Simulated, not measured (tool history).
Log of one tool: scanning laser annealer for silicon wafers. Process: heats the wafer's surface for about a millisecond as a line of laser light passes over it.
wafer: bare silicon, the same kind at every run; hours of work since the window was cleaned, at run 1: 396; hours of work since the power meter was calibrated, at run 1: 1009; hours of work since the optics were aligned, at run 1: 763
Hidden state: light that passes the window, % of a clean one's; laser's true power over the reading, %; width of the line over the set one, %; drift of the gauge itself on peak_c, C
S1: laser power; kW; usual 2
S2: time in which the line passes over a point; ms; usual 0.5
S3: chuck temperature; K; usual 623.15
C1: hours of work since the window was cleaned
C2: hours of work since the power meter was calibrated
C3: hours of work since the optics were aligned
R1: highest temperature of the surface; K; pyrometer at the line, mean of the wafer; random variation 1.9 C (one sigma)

run 1 hour=0 | S1=2 S2=0.5 S3=623.15 | C1=396 C2=1009 C3=763 | R1=1390.15
run 2 hour=72.6 | S1=2 S2=0.5 S3=623.15 | C1=426 C2=1038 C3=792 | R1=1392.15
run 3 hour=129.9 | S1=1.934 S2=0.5 S3=623.15 | C1=449 C2=1061 C3=815 | R1=1367.15
run 4 hour=219.5 | S1=2 S2=0.543 S3=623.15 | C1=485 C2=1097 C3=851 | R1=1426.15
run 5 hour=285.5 | S1=2 S2=0.543 S3=623.15 | C1=512 C2=1124 C3=878 | R1=1428.15
run 6 hour=369.5 | S1=2 S2=0.5 S3=623.15 | C1=545 C2=1158 C3=912 | R1=1389.15
run 7 hour=434.4 | S1=2 S2=0.5 S3=623.15 | C1=572 C2=1184 C3=938 | R1=1385.15
run 8 hour=512.9 | S1=2 S2=0.5 S3=623.15 | C1=603 C2=1216 C3=970 | R1=1387.15
run 9 hour=600.3 | S1=2 S2=0.5 S3=623.15 | C1=639 C2=1251 C3=1005 | R1=1385.15
run 10 hour=688.7 | S1=2 S2=0.5 S3=623.15 | C1=674 C2=1287 C3=1041 | R1=1381.15
run 11 hour=773.2 | S1=2 S2=0.5 S3=623.15 | C1=708 C2=1321 C3=1075 | R1=1380.15
run 12 hour=835.8 | S1=2 S2=0.5 S3=636.15 | C1=734 C2=1346 C3=1100 | R1=1394.15
run 13 hour=895.5 | S1=2 S2=0.5 S3=636.15 | C1=758 C2=1370 C3=1124 | R1=1393.15
run 14 hour=975.5 | S1=2 S2=0.5 S3=626.15 | C1=790 C2=1402 C3=1156 | R1=1378.15

Run 15 comes next. What will it give?
run 15 hour=1047.5 | S1=2.132 S2=0.5 S3=625.15 | C1=819 C2=1431 C3=1185 | R1=?

R1: 1423.15 K
Without the tool's hidden state the same run would have given R1 1461.15 K.

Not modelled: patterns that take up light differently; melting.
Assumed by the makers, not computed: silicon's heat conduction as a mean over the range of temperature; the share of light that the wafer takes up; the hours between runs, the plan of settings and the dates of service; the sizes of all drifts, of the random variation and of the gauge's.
